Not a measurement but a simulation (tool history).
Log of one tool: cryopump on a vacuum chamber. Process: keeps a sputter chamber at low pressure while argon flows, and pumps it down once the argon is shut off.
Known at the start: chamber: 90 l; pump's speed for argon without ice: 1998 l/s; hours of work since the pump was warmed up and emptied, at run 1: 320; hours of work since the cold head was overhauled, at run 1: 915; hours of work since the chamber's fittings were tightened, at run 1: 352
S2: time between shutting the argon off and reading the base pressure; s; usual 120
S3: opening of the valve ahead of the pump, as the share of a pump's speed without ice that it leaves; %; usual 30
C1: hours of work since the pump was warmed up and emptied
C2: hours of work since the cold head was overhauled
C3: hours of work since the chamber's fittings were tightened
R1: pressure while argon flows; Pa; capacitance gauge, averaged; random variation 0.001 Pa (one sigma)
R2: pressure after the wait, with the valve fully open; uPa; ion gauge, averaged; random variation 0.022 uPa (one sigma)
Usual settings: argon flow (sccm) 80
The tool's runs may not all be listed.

run 1 hour=0 | argon_flow_(sccm)=80 S2=120 S3=30 | C1=320 C2=915 C3=352 | R1=0.2346 R2=0.87
run 2 hour=39 | argon_flow_(sccm)=80 S2=120 S3=30 | C1=338 C2=933 C3=370 | R1=0.2354 R2=0.84
run 3 hour=67.3 | argon_flow_(sccm)=80 S2=120 S3=30 | C1=351 C2=947 C3=383 | R1=0.2351 R2=0.86
run 4 hour=110.2 | argon_flow_(sccm)=80 S2=120 S3=30 | C1=371 C2=966 C3=403 | R1=0.2359 R2=0.92
run 5 hour=136.9 | argon_flow_(sccm)=80 S2=120 S3=23 | C1=384 C2=979 C3=416 | R1=0.306 R2=0.93
run 6 hour=175.4 | argon_flow_(sccm)=80 S2=120 S3=23 | C1=401 C2=997 C3=433 | R1=0.3057 R2=0.92
run 7 hour=213.3 | argon_flow_(sccm)=80 S2=120 S3=23 | C1=419 C2=1014 C3=451 | R1=0.3074 R2=0.87
run 8 hour=238.2 | argon_flow_(sccm)=80 S2=120 S3=23 | C1=431 C2=1026 C3=463 | R1=0.3065 R2=0.92
run 9 hour=261.3 | argon_flow_(sccm)=80 S2=120 S3=23 | C1=441 C2=1036 C3=473 | R1=0.3056 R2=0.94
run 10 hour=289.4 | argon_flow_(sccm)=80 S2=120 S3=30 | C1=454 C2=1049 C3=486 | R1=0.2372 R2=0.93
run 11 hour=339.6 | argon_flow_(sccm)=80 S2=120 S3=30 | C1=477 C2=1073 C3=509 | R1=0.2407 R2=0.93
run 12 hour=390.2 | argon_flow_(sccm)=80 S2=120 S3=30 | C1=501 C2=1096 C3=533 | R1=0.2395 R2=0.92
run 13 hour=440.4 | argon_flow_(sccm)=80 S2=120 S3=30 | C1=524 C2=1119 C3=556 | R1=0.2409 R2=0.98
run 14 hour=495 | argon_flow_(sccm)=80 S2=120 S3=30 | C1=549 C2=1145 C3=581 | R1=0.2419 R2=1.04
run 15 hour=523.1 | argon_flow_(sccm)=80 S2=120 S3=30 | C1=562 C2=1158 C3=594 | R1=0.2426 R2=1.01
-- hour=561 pump warmed up, emptied and cooled again
run 16 hour=571.7 | argon_flow_(sccm)=80 S2=114 S3=37 | C1=5 C2=1178 C3=615 | R1=0.1851 R2=0.9
run 17 hour=596.8 | argon_flow_(sccm)=80 S2=54 S3=21 | C1=17 C2=1189 C3=626 | R1=0.3243 R2=1.58
run 18 hour=640.7 | argon_flow_(sccm)=80 S2=54 S3=21 | C1=37 C2=1210 C3=647 | R1=0.326 R2=1.58
run 19 hour=684.7 | argon_flow_(sccm)=93 S2=31 S3=29 | C1=57 C2=1230 C3=667 | R1=0.2744 R2=2.49
run 20 hour=715.9 | argon_flow_(sccm)=117 S2=22 S3=30 | C1=72 C2=1244 C3=681 | R1=0.3314 R2=3.24
run 21 hour=761 | argon_flow_(sccm)=56 S2=120 S3=30 | C1=93 C2=1265 C3=702 | R1=0.161 R2=1.02
run 22 hour=791.3 | argon_flow_(sccm)=45 S2=37 S3=29 | C1=107 C2=1279 C3=716 | R1=0.1335 R2=2.21
run 23 hour=846.5 | argon_flow_(sccm)=45 S2=37 S3=29 | C1=132 C2=1305 C3=742 | R1=0.1331 R2=2.3
run 24 hour=891 | argon_flow_(sccm)=125 S2=108 S3=17 | C1=153 C2=1326 C3=762 | R1=0.629 R2=1.1
run 25 hour=924.4 | argon_flow_(sccm)=125 S2=108 S3=17 | C1=168 C2=1341 C3=778 | R1=0.6298 R2=1.02
run 26 hour=954.2 | argon_flow_(sccm)=80 S2=220 S3=23 | C1=182 C2=1355 C3=792 | R1=0.2999 R2=0.83
run 27 hour=1003.5 | argon_flow_(sccm)=80 S2=119 S3=24 | C1=205 C2=1378 C3=814 | R1=0.2892 R2=1.05
run 28 hour=1040.4 | argon_flow_(sccm)=80 S2=119 S3=24 | C1=222 C2=1395 C3=832 | R1=0.2887 R2=1.11
run 29 hour=1080 | argon_flow_(sccm)=126 S2=89 S3=34 | C1=240 C2=1413 C3=850 | R1=0.3271 R2=1.26

Forecast run 30:
run 30 hour=1107.6 | argon_flow_(sccm)=45 S2=120 S3=18 | C1=253 C2=1426 C3=863 | R1=? R2=?

{"run 30": {"R1": 0.2142, "R2": 1.06}}
Without the tool's hidden state the same run would have given R1 0.2099 Pa, R2 0.65 uPa.

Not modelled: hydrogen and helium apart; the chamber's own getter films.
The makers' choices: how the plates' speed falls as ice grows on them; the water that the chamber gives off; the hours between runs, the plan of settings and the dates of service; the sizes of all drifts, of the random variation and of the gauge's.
